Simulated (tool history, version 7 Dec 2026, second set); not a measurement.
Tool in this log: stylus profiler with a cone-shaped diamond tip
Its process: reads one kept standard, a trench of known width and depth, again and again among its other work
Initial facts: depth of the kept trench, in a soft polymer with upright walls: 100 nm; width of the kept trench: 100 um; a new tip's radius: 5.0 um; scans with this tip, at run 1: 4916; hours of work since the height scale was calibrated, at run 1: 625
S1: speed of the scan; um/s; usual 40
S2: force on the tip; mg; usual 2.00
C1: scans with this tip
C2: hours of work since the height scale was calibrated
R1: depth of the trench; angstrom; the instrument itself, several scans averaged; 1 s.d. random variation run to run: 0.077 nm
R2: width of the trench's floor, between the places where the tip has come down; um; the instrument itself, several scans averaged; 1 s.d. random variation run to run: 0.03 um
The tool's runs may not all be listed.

run   hour   S1    S2    C1   C2      R1     R2
  1    0.0   40  2.00  4916  625  1009.7  97.51
  2   41.9   40  2.00  5108  649  1010.0  97.50
  3   67.4   40  2.00  5225  664  1011.0  97.48
  4  104.5   79  2.00  5395  686  1012.4  97.26
  5  149.4   79  2.00  5601  712  1009.8  97.27
  6  185.6   79  2.00  5767  733  1011.6  97.32
  7  232.7   79  2.00  5983  761  1010.7  97.24
  8  271.8   79  2.00  6163  784  1009.1  97.34
  9  318.9   79  2.00  6379  811  1011.8  97.28
     322.0  -- height scale calibrated on a step standard
 10  371.0   40  1.02  6615   29  1011.1  97.30
 11  411.5   13  3.72  6801   52  1017.4  97.54
 12  463.6   10  2.00  7040   83  1012.8  97.55
 13  506.4   32  1.96  7237  108  1014.2  97.41
     515.0  -- height scale calibrated on a step standard, once more
 14  554.1   17  1.31  7453   23  1005.5  97.47
 15  594.6   17  1.31  7639   46  1005.7  97.46
 16  647.3  134  5.97  7881   77  1016.0  97.19
 17  685.7   23  1.87  8057  100  1009.3  97.43
 18  729.2  108  4.12  8257  125  1014.8  97.19
 19  764.8  108  4.12  8420  146  1012.7  97.21
 20  788.6  108  4.12  8529  160  1014.4  97.14

Across each entry between runs, compare the hidden state at the last listed run before it with the hidden state at the first listed run after it:
Logged between run 9 and run 10: height scale calibrated on a step standard (hour 322.0)
  radius of the tip, um: 7.07 -> 7.15; height scale over the true one, %: 0.34 -> 0.583
  measured minus no-state result, R1: +3.4 -> +5.9 angstrom; R2: -0.38 -> -0.40 um
Logged between run 13 and run 14: height scale calibrated on a step standard, once more (hour 515.0)
  radius of the tip, um: 7.35 -> 7.42; height scale over the true one, %: 0.614 -> 0.065
  measured minus no-state result, R1: +6.2 -> +0.6 angstrom; R2: -0.43 -> -0.44 um
